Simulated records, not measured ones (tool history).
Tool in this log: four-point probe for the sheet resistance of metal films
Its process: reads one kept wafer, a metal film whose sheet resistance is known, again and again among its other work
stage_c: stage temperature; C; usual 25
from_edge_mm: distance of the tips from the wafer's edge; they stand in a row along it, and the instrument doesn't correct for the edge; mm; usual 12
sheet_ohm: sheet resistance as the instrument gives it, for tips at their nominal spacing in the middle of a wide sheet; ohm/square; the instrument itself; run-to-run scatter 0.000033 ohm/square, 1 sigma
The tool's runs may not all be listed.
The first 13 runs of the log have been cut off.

Run 14, hour 985.9: usual settings but stage_c 30 C. Result: sheet_ohm 0.166092 ohm/square.
Run 15, hour 1095.2: usual settings but from_edge_mm 7 mm. Result: sheet_ohm 0.168863 ohm/square.
Run 16, hour 1154.5: usual settings but from_edge_mm 7 mm. Result: sheet_ohm 0.168761 ohm/square.
Run 17, hour 1219.5: usual settings but stage_c 33 C, from_edge_mm 26 mm. Result: sheet_ohm 0.164741 ohm/square.
Run 18, hour 1325.0: usual settings but stage_c 23 C, from_edge_mm 47 mm. Result: sheet_ohm 0.166373 ohm/square.
Run 19, hour 1423.5: usual settings but stage_c 27 C, from_edge_mm 58 mm. Result: sheet_ohm 0.165704 ohm/square.
Run 20, hour 1477.1: usual settings but stage_c 32 C, from_edge_mm 9 mm. Result: sheet_ohm 0.166474 ohm/square.
Run 21, hour 1551.8: usual settings but stage_c 22 C. Result: sheet_ohm 0.167503 ohm/square.
Run 22, hour 1620.1: usual settings but stage_c 29 C, from_edge_mm 35 mm. Result: sheet_ohm 0.165388 ohm/square.

Run 23 is up next; what results do you expect?
Run 23, hour 1686.4: usual settings but stage_c 29 C, from_edge_mm 4 mm. Result: sheet_ohm ?.

{"run 23": {"sheet_ohm": 0.173739}}
The same run, on a tool lacking any hidden state, would have yielded sheet_ohm 0.173724 ohm/square.
